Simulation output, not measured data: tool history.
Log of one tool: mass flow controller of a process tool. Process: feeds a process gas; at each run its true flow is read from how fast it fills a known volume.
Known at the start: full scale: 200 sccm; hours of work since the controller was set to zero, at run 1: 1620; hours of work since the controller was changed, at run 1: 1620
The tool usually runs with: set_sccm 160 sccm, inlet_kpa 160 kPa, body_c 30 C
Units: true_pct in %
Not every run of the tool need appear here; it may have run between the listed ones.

run      day  set_sccm  inlet_kpa  body_c  hours of work since the controller was set to zero  hours of work since the controller was changed  true_pct
  1        0       160        160      30                                                1620                                            1620     99.84
  2    9.404       160        160      30                                                1719                                            1719     99.95
  3   20.821       160        160      30                                                1838                                            1838     99.93
  4   36.083       160        160      30                                                1998                                            1998    100.02
  5   44.029       160        160      30                                                2082                                            2082    100.08
  6   58.779       160        160      30                                                2236                                            2236    100.08
  7     74.3       160        160      30                                                2399                                            2399    100.14
  8   84.808       160        160      34                                                2509                                            2509     99.72
  9   95.229        82        160      30                                                2618                                            2618     99.99
 10  105.221        82        160      30                                                2723                                            2723    100.08
 11  116.212       160        160      30                                                2838                                            2838     100.4
 12  131.517       160        160      30                                                2998                                            2998     100.4
 13  140.204       160        160      30                                                3089                                            3089    100.66
 14  149.592       160        160      30                                                3188                                            3188    100.49
 15  163.817       160        160      30                                                3337                                            3337    100.51
 16  173.408       160        160      30                                                3437                                            3437    100.63
     174.179  -- controller's zero set anew
 17  186.021       160        160      30                                                 124                                            3569    100.88
 18  197.512       152        160      30                                                 244                                            3690    101.01
     200.971  -- controller's zero set anew, once more
 19  205.342       152        160      30                                                  46                                            3772     100.3
 20  218.704       123        160      30                                                 186                                            3912    100.19
 21  233.888       123        160      30                                                 345                                            4071     100.5
 22  247.338        65        227      30                                                 486                                            4212    100.24
 23  254.504       129        276      22                                                 561                                            4287    101.71
 24  268.762       160        275      30                                                 710                                            4436    101.11
 25  283.225       160        275      30                                                 862                                            4588    101.17
 26  295.908       160        275      30                                                 995                                            4721    101.06
 27  310.733        20        160      33                                                1150                                            4876     100.3
 28  317.446       100        162      36                                                1221                                            4946     99.76
 29  330.733        70        151      37                                                1360                                            5086      99.7
 30  344.521        34        151      35                                                1504                                            5230    100.05
 31  358.962        34        151      35                                                1656                                            5381    100.24
 32  373.096       108        162      30                                                1804                                            5529    100.95
 33  388.579       160        164      20                                                1966                                            5692    102.45
 34  401.258       160        164      20                                                2099                                            5824    102.59

Run 35 has not been measured yet. What should we expect?
 35  409.729        42        167      26                                                2188                                            5913         ?

Run 35 measured true_pct 101.49 %.
The same run, on a tool lacking any hidden state, would have yielded true_pct 98.67 %.
